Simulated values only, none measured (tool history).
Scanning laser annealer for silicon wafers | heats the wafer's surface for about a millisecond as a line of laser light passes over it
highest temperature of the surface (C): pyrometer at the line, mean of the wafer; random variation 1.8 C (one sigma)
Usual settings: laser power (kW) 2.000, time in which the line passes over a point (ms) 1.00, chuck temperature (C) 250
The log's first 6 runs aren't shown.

run	hour	laser power (kW)	time in which the line passes over a point (ms)	chuck temperature (C)	hours of work since the window was cleaned	hours of work since the power meter was calibrated	hours of work since the optics were aligned	highest temperature of the surface (C)
7	48.7	2.000	1.00	250	363	159	363	1020
8	54.2	2.000	1.00	250	367	163	367	1018
9	63.2	2.000	1.00	250	372	168	372	1011
10	70.7	2.000	0.95	250	377	173	377	995
11	77.6	2.000	0.84	250	382	178	382	941
12	82.8	2.000	0.84	250	385	181	385	945
13	92.4	2.000	1.00	250	391	187	391	1015
14	103.1	2.000	1.00	250	398	194	398	1014
15	109.7	2.000	1.00	250	402	198	402	1011
16	118.8	2.129	0.78	288	408	204	408	1006
17	128.0	2.129	0.78	288	414	210	414	1006
18	139.6	2.129	0.78	288	422	218	422	1007
19	149.0	2.000	1.00	222	428	224	428	982
20	158.4	2.000	1.00	222	434	230	434	980
21	163.6	2.000	1.00	234	437	233	437	992
22	173.4	1.959	1.15	289	444	240	444	1091
23	178.4	2.000	0.79	278	447	243	447	944
24	185.7	2.000	0.79	278	452	248	452	945
25	192.3	2.000	1.10	273	456	252	456	1075
26	202.8	1.981	0.88	256	463	259	463	953
27	212.7	2.184	0.92	218	469	265	469	1027
28	221.0	2.113	1.19	251	474	270	474	1145
29	228.3	2.113	0.99	255	479	275	479	1063
30	238.3	1.895	0.93	272	486	282	486	949

Forecast each of these 5 alternatives for the next run:
A	247.1	2.000	0.93	244	491	287	491	?
B	247.1	2.000	1.00	225	491	287	491	?
C	247.1	2.062	1.00	278	491	287	491	?
D	247.1	1.895	0.93	258	491	287	491	?
E	247.1	1.895	0.98	239	491	287	491	?

run	highest temperature of the surface (C)
A	970
B	984
C	1065
D	935
E	937
Without the tool's hidden state the same runs would have given:
run	highest temperature of the surface (C)
A	1014
B	1030
C	1113
D	977
E	980
